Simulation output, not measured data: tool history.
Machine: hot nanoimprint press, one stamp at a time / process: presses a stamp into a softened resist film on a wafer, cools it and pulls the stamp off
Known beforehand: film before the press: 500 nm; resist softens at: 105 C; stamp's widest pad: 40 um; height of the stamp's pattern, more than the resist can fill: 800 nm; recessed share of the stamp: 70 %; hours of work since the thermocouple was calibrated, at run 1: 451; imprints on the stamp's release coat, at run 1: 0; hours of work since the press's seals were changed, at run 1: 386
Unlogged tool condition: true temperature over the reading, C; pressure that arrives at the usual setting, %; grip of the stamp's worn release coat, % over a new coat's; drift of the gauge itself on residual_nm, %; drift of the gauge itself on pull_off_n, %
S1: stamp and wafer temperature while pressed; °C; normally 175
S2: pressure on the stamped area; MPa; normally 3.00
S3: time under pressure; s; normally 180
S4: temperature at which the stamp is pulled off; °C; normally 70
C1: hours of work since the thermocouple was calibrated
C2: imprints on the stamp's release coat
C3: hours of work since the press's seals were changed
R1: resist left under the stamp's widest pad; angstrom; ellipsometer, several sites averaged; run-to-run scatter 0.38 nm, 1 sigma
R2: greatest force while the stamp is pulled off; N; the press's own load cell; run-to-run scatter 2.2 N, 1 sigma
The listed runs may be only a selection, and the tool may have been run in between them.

Run 1, day 0.000: usual settings; C1 451; C2 0; C3 386. Result: R1 1977 angstrom, R2 110 N.
Run 2, day 2.196: usual settings; C1 485; C2 153; C3 420. Result: R1 1974 angstrom, R2 106 N.
At day 2.792: plate thermocouple calibrated.
Run 3, day 4.650: usual settings; C1 29; C2 314; C3 456. Result: R1 1972 angstrom, R2 108 N.
Run 4, day 6.554: usual settings but S4 56 °C; C1 58; C2 447; C3 486. Result: R1 1975 angstrom, R2 131 N.
Run 5, day 8.862: usual settings; C1 94; C2 607; C3 521. Result: R1 1978 angstrom, R2 107 N.
Run 6, day 10.725: usual settings; C1 123; C2 737; C3 550. Result: R1 1979 angstrom, R2 107 N.
At day 12.412: stamp cleaned and given a new release coat.
Run 7, day 13.267: usual settings; C1 158; C2 60; C3 586. Result: R1 1977 angstrom, R2 107 N.
Run 8, day 15.279: usual settings but S2 2.06 MPa; C1 189; C2 200; C3 617. Result: R1 2307 angstrom, R2 105 N.
Run 9, day 17.792: usual settings but S2 2.06 MPa; C1 228; C2 374; C3 656. Result: R1 2304 angstrom, R2 112 N.
Run 10, day 19.683: usual settings; C1 258; C2 505; C3 685. Result: R1 1971 angstrom, R2 110 N.
Run 11, day 22.371: usual settings; C1 299; C2 692; C3 726. Result: R1 1971 angstrom, R2 110 N.
Run 12, day 24.121: usual settings; C1 326; C2 814; C3 754. Result: R1 1977 angstrom, R2 107 N.
At day 24.571: stamp cleaned and given a new release coat.
Run 13, day 26.254: usual settings but S4 65 °C; C1 355; C2 117; C3 783. Result: R1 1978 angstrom, R2 115 N.
Run 14, day 27.988: usual settings but S2 2.28 MPa, S3 188 s, S4 65 °C; C1 382; C2 237; C3 810. Result: R1 2165 angstrom, R2 114 N.
Run 15, day 30.071: usual settings but S2 2.28 MPa, S3 188 s, S4 65 °C; C1 414; C2 382; C3 842. Result: R1 2171 angstrom, R2 119 N.
Run 16, day 31.312: usual settings but S2 2.28 MPa, S3 188 s, S4 65 °C; C1 434; C2 468; C3 861. Result: R1 2174 angstrom, R2 119 N.
Run 17, day 33.267: usual settings but S2 2.28 MPa, S3 188 s, S4 65 °C; C1 464; C2 604; C3 891. Result: R1 2172 angstrom, R2 112 N.
Run 18, day 34.512: usual settings but S1 179 °C, S2 2.22 MPa, S3 173 s, S4 56 °C; C1 483; C2 691; C3 911. Result: R1 1923 angstrom, R2 136 N.
At day 35.242: plate thermocouple calibrated.
At day 36.879: stamp cleaned and given a new release coat.
Run 19, day 37.475: usual settings but S1 170 °C, S4 74 °C; C1 31; C2 41; C3 951. Result: R1 2461 angstrom, R2 101 N.
Run 20, day 38.971: usual settings but S1 166 °C, S3 101 s, S4 61 °C; C1 54; C2 145; C3 974. Result: R1 3443 angstrom, R2 119 N.
Run 21, day 40.417: usual settings but S1 166 °C, S3 136 s, S4 71 °C; C1 76; C2 246; C3 996. Result: R1 3177 angstrom, R2 108 N.
Run 22, day 41.892: usual settings but S1 166 °C, S3 136 s, S4 71 °C; C1 99; C2 348; C3 1019. Result: R1 3176 angstrom, R2 111 N.
Run 23, day 43.692: usual settings but S1 180 °C, S2 4.54 MPa, S3 136 s, S4 78 °C; C1 127; C2 473; C3 1047. Result: R1 1489 angstrom, R2 91 N.
At day 44.800: press's hydraulic seals changed and the load cell set to zero.
Run 24, day 45.946: usual settings but S1 179 °C, S2 3.93 MPa, S3 329 s, S4 71 °C; C1 157; C2 607; C3 18. Result: R1 1105 angstrom, R2 106 N.
Run 25, day 47.825: usual settings but S1 179 °C, S2 3.93 MPa, S3 329 s, S4 71 °C; C1 186; C2 737; C3 47. Result: R1 1103 angstrom, R2 102 N.

4 options for the next run, each taken on its own from the tool as it stands now. Forecast them:
At day 49.446: stamp cleaned and given a new release coat.
Run A, day 50.612: usual settings but S1 183 °C, S2 2.34 MPa, S3 329 s, S4 63 °C; C1 225; C2 81; C3 86. Result: R1 ?, R2 ?.
At day 49.446: stamp cleaned and given a new release coat.
Run B, day 50.612: usual settings but S1 185 °C, S2 3.10 MPa, S3 190 s, S4 71 °C; C1 225; C2 81; C3 86. Result: R1 ?, R2 ?.
At day 49.446: stamp cleaned and given a new release coat.
Run C, day 50.612: usual settings but S4 63 °C; C1 225; C2 81; C3 86. Result: R1 ?, R2 ?.
At day 49.446: stamp cleaned and given a new release coat.
Run D, day 50.612: usual settings but S3 118 s; C1 225; C2 81; C3 86. Result: R1 ?, R2 ?.

run    R1   R2
  A  1174  119
  B  1217  108
  C  1970  120
  D  2343  108
Take away the tool's hidden state, keep each run's random variation, and the runs would have read:
run    R1   R2
  A  1175  119
  B  1218  108
  C  1970  120
  D  2343  107
